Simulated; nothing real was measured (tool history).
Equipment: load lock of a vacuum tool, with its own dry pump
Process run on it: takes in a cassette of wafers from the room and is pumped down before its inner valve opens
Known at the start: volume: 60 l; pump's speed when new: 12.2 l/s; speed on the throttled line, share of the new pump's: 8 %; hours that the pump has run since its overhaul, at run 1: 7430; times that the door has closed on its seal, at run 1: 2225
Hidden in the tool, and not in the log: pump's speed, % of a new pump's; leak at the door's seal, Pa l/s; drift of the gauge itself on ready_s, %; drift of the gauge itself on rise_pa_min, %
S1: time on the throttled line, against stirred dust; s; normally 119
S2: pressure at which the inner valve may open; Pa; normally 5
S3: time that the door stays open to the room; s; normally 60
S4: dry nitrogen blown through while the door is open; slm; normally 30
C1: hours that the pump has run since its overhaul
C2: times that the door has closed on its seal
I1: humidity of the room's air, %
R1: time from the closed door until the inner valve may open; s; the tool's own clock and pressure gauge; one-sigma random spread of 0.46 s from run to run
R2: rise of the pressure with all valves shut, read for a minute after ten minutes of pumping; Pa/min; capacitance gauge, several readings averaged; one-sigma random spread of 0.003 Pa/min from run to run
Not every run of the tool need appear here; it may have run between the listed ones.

run 1 hour=0.0 | S1=119 S2=5 S3=60 S4=30 | C1=7430 C2=2225 | I1=47.9 | R1=164.9 R2=0.013
run 2 hour=265.8 | S1=119 S2=5 S3=60 S4=30 | C1=7696 C2=2585 | I1=44.5 | R1=165.1 R2=0.020
run 3 hour=587.5 | S1=119 S2=5 S3=60 S4=30 | C1=8018 C2=3021 | I1=43.1 | R1=164.8 R2=0.012
run 4 hour=892.2 | S1=119 S2=5 S3=60 S4=30 | C1=8323 C2=3434 | I1=47.2 | R1=165.0 R2=0.008
run 5 hour=1056.1 | S1=119 S2=5 S3=60 S4=30 | C1=8487 C2=3656 | I1=41.0 | R1=167.3 R2=0.012
run 6 hour=1312.7 | S1=119 S2=5 S3=60 S4=30 | C1=8743 C2=4003 | I1=47.4 | R1=165.5 R2=0.012
run 7 hour=1450.3 | S1=119 S2=5 S3=60 S4=30 | C1=8881 C2=4190 | I1=42.9 | R1=166.2 R2=0.010
run 8 hour=1636.8 | S1=119 S2=5 S3=60 S4=30 | C1=9067 C2=4443 | I1=48.2 | R1=166.5 R2=0.015
-- hour=1723.6 dry pump taken out, an overhauled one fitted
run 9 hour=1806.5 | S1=119 S2=5 S3=60 S4=30 | C1=83 C2=4664 | I1=48.8 | R1=158.3 R2=0.016
run 10 hour=2102.6 | S1=119 S2=5 S3=60 S4=6 | C1=379 C2=5065 | I1=45.0 | R1=158.5 R2=0.031
run 11 hour=2377.5 | S1=119 S2=5 S3=60 S4=6 | C1=654 C2=5438 | I1=46.8 | R1=158.3 R2=0.030
run 12 hour=2666.3 | S1=94 S2=5 S3=60 S4=30 | C1=943 C2=5829 | I1=48.2 | R1=136.0 R2=0.017
run 13 hour=2925.2 | S1=119 S2=5 S3=60 S4=30 | C1=1202 C2=6180 | I1=44.0 | R1=158.8 R2=0.014
run 14 hour=3104.8 | S1=119 S2=5 S3=60 S4=30 | C1=1381 C2=6423 | I1=44.7 | R1=158.9 R2=0.012
run 15 hour=3345.0 | S1=119 S2=5 S3=60 S4=30 | C1=1621 C2=6749 | I1=46.2 | R1=159.5 R2=0.013
run 16 hour=3542.2 | S1=119 S2=8 S3=60 S4=30 | C1=1819 C2=7016 | I1=42.4 | R1=157.1 R2=0.019
run 17 hour=3875.2 | S1=115 S2=5 S3=60 S4=30 | C1=2152 C2=7467 | I1=42.4 | R1=155.6 R2=0.010
run 18 hour=4138.5 | S1=119 S2=7 S3=62 S4=4 | C1=2415 C2=7824 | I1=43.6 | R1=158.1 R2=0.032
run 19 hour=4303.7 | S1=229 S2=5 S3=38 S4=30 | C1=2580 C2=8047 | I1=43.7 | R1=260.1 R2=0.015
run 20 hour=4456.1 | S1=77 S2=5 S3=202 S4=23 | C1=2733 C2=8254 | I1=44.4 | R1=121.8 R2=0.034
run 21 hour=4729.2 | S1=135 S2=9 S3=74 S4=21 | C1=3006 C2=8624 | I1=46.7 | R1=171.3 R2=0.023
run 22 hour=4942.4 | S1=119 S2=5 S3=26 S4=30 | C1=3219 C2=8913 | I1=44.5 | R1=160.8 R2=0.008
run 23 hour=5270.0 | S1=74 S2=5 S3=230 S4=16 | C1=3546 C2=9357 | I1=42.9 | R1=119.9 R2=0.043
run 24 hour=5549.6 | S1=74 S2=5 S3=230 S4=16 | C1=3826 C2=9735 | I1=44.3 | R1=119.5 R2=0.047
run 25 hour=5811.5 | S1=74 S2=5 S3=230 S4=16 | C1=4088 C2=10090 | I1=46.2 | R1=119.9 R2=0.050
run 26 hour=6090.9 | S1=139 S2=5 S3=60 S4=24 | C1=4367 C2=10469 | I1=45.9 | R1=178.6 R2=0.025
run 27 hour=6321.5 | S1=75 S2=5 S3=111 S4=30 | C1=4598 C2=10781 | I1=41.8 | R1=121.4 R2=0.022
run 28 hour=6612.2 | S1=75 S2=5 S3=111 S4=18 | C1=4889 C2=11175 | I1=42.4 | R1=121.8 R2=0.029
run 29 hour=6896.9 | S1=180 S2=5 S3=111 S4=10 | C1=5173 C2=11561 | I1=46.1 | R1=215.9 R2=0.040
run 30 hour=7211.0 | S1=119 S2=5 S3=39 S4=8 | C1=5487 C2=11986 | I1=47.1 | R1=162.0 R2=0.026
run 31 hour=7380.8 | S1=119 S2=5 S3=39 S4=23 | C1=5657 C2=12216 | I1=46.8 | R1=162.2 R2=0.021
run 32 hour=7551.7 | S1=119 S2=5 S3=39 S4=23 | C1=5828 C2=12448 | I1=45.9 | R1=162.7 R2=0.020
run 33 hour=7837.0 | S1=67 S2=6 S3=41 S4=30 | C1=6113 C2=12834 | I1=45.7 | R1=113.9 R2=0.021
run 34 hour=8161.1 | S1=63 S2=5 S3=60 S4=24 | C1=6438 C2=13273 | I1=46.7 | R1=111.2 R2=0.027

4 ways to go on from here, each from the tool as it stands after run 34. What would each give?
run A hour=8387.6 | S1=103 S2=5 S3=86 S4=43 | C1=6664 C2=13580 | I1=44.1 | R1=? R2=?
run B hour=8387.6 | S1=119 S2=4 S3=73 S4=30 | C1=6664 C2=13580 | I1=45.1 | R1=? R2=?
run C hour=8387.6 | S1=63 S2=5 S3=157 S4=10 | C1=6664 C2=13580 | I1=44.7 | R1=? R2=?
run D hour=8387.6 | S1=119 S2=7 S3=60 S4=13 | C1=6664 C2=13580 | I1=47.3 | R1=? R2=?

run=A R1=147.9 R2=0.029
run=B R1=164.6 R2=0.019
run=C R1=113.0 R2=0.059
run=D R1=160.8 R2=0.034
The same runs, with their run-to-run variation unchanged, on a tool lacking any hidden condition would have given:
run=A R1=143.2 R2=0.019
run=B R1=159.9 R2=0.008
run=C R1=108.0 R2=0.049
run=D R1=156.6 R2=0.023
